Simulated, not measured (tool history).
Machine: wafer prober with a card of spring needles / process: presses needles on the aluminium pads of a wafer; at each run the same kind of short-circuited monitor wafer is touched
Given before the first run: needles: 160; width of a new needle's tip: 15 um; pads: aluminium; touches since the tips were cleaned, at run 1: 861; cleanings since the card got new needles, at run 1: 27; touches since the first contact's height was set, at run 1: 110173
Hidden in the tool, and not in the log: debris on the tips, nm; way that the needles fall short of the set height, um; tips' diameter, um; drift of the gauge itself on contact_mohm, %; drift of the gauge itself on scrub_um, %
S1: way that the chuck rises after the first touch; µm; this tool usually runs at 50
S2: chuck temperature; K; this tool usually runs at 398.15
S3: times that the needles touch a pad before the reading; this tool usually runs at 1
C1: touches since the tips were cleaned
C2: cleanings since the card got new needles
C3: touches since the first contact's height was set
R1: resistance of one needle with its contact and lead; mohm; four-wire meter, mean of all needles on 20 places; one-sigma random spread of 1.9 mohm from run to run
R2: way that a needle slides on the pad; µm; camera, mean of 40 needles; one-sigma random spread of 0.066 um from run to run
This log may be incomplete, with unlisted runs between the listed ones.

run,hour,S1,S2,S3,C1,C2,C3,R1,R2
1,0.0,50,398.15,1,861,27,110173,231,10.03
2,5.2,50,398.15,1,2416,27,111728,268,10.01
# hour 9.3: tips cleaned on abrasive film
3,16.5,50,398.15,2,2142,28,115046,239,10.06
# hour 21.4: tips cleaned on abrasive film
4,22.9,50,398.15,2,452,29,116906,217,10.12
5,29.7,50,398.15,2,2479,29,118933,242,10.04
# hour 33.6: tips cleaned on abrasive film
6,36.8,50,398.15,2,945,30,120998,228,10.11
7,44.1,50,398.15,3,3117,30,123170,233,10.03
# hour 46.3: tips cleaned on abrasive film
8,52.8,50,398.15,3,1930,31,125715,225,10.11
# hour 58.2: tips cleaned on abrasive film
9,61.1,50,398.15,3,853,32,128147,216,10.05
10,69.5,50,398.15,1,3357,32,130651,282,10.07
# hour 70.2: tips cleaned on abrasive film
11,77.2,50,398.15,1,2080,33,132893,259,10.04
# hour 82.0: height of the first contact set anew
# hour 82.6: tips cleaned on abrasive film
12,85.0,50,398.15,1,696,34,838,227,10.51
13,90.0,50,398.15,1,2185,34,2327,257,10.35
# hour 95.0: tips cleaned on abrasive film
14,96.9,50,303.15,1,539,35,4341,208,10.54
15,105.8,50,390.15,1,3187,35,6989,272,10.37
# hour 107.0: tips cleaned on abrasive film
16,115.3,50,390.15,1,2469,36,9793,266,10.46
# hour 119.8: tips cleaned on abrasive film
17,124.6,50,390.15,1,1428,37,12507,243,10.39
18,131.1,45,390.15,1,3345,37,14424,291,9.42
# hour 131.8: tips cleaned on abrasive film
19,140.5,45,390.15,1,2576,38,17185,279,9.30
# hour 143.7: tips cleaned on abrasive film
20,146.4,51,357.15,2,791,39,18905,209,10.54
21,154.3,51,357.15,2,3148,39,21262,238,10.55
# hour 156.0: tips cleaned on abrasive film
22,160.5,51,357.15,2,1312,40,23055,222,10.54
# hour 167.9: tips cleaned on abrasive film
23,170.2,45,357.15,1,672,41,25913,231,9.35
24,179.4,50,324.15,2,3406,41,28647,240,10.35
# hour 180.3: tips cleaned on abrasive film
25,189.2,50,324.15,2,2644,42,31531,234,10.22
# hour 192.3: tips cleaned on abrasive film
26,194.2,49,316.15,1,551,43,32968,209,10.16
27,199.6,49,316.15,1,2155,43,34572,246,10.08
# hour 204.3: tips cleaned on abrasive film
28,208.9,49,316.15,1,1354,44,37304,236,10.18
29,214.6,49,316.15,1,3030,44,38980,268,10.16
# hour 216.5: tips cleaned on abrasive film
30,221.5,53,398.15,2,1484,45,41019,226,10.90
# hour 228.8: tips cleaned on abrasive film
31,232.8,53,398.15,2,1197,46,44336,221,11.01
# hour 240.9: tips cleaned on abrasive film
32,240.9,53,398.15,2,0,47,46702,211,10.93
33,248.5,53,398.15,2,2267,47,48969,236,11.01

Measured less the same run without the tool's hidden state. The same run-to-run variation is in both; the gauge's scatter may not be:
run,R1,R2
1,+26,-0.37
2,+59,-0.38
3,+34,-0.39
4,+11,-0.41
5,+37,-0.40
6,+20,-0.42
7,+27,-0.41
8,+19,-0.43
9,+11,-0.44
10,+74,-0.44
11,+52,-0.45
12,+23,-0.02
13,+51,-0.01
14,+24,-0.03
15,+67,-0.03
16,+61,-0.04
17,+39,-0.05
18,+85,-0.06
19,+72,-0.07
20,+16,-0.08
21,+42,-0.08
22,+25,-0.10
23,+32,-0.11
24,+49,-0.11
25,+42,-0.12
26,+20,-0.13
27,+61,-0.13
28,+45,-0.15
29,+78,-0.15
30,+22,-0.16
31,+19,-0.18
32,+5,-0.19
33,+32,-0.20

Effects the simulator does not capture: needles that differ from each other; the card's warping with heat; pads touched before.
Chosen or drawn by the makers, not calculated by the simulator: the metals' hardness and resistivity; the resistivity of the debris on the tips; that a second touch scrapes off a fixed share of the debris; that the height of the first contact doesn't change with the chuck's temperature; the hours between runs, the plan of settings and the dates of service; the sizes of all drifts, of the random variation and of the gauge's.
